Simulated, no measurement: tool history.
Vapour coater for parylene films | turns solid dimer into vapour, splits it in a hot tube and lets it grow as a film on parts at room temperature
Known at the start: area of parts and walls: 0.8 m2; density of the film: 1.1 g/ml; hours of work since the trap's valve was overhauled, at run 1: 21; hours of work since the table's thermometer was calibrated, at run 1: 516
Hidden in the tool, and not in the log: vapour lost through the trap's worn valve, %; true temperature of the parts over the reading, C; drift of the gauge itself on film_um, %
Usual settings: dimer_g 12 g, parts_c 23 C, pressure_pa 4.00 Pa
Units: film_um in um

run,hour,dimer_g,parts_c,pressure_pa,hours of work since the trap's valve was overhauled,hours of work since the table's thermometer was calibrated,film_um
1,0.0,12,23,4.00,21,516,9.27
2,31.6,12,23,4.00,34,530,9.29
3,53.1,12,23,4.00,43,539,9.30
4,104.2,12,23,4.00,65,560,9.23
5,133.9,12,23,4.00,77,572,9.36
6,180.4,12,23,4.00,96,592,9.26
7,229.6,12,23,4.00,117,613,9.26
8,259.4,12,23,4.00,130,625,9.33
9,311.3,12,23,4.00,151,647,9.19
10,344.6,12,33,4.00,165,661,6.36
11,370.1,12,22,10.02,176,671,7.89
12,402.5,12,26,2.77,190,685,9.00
13,433.9,12,26,2.77,203,698,9.01
14,460.0,5,26,2.77,214,709,3.71
15,490.1,6,23,4.00,226,722,4.66
16,517.1,17,23,4.28,238,733,13.01
# hour 523.7: trap's valve overhauled
17,568.2,5,19,6.46,19,753,4.11
18,609.5,5,24,4.00,36,770,3.73
19,652.4,18,17,8.28,54,788,15.14
20,700.3,18,17,8.28,74,808,15.04

Forecast each of these 5 alternatives for the next run:
A,749.0,18,15,7.48,94,829,?
B,749.0,12,23,4.00,94,829,?
C,749.0,19,20,4.89,94,829,?
D,749.0,6,17,2.97,94,829,?
E,749.0,12,19,6.56,94,829,?

run,film_um
A,16.40
B,9.42
C,15.71
D,6.29
E,9.73
Without the tool's hidden state the same runs would have given:
run,film_um
A,16.43
B,9.44
C,15.74
D,6.30
E,9.75
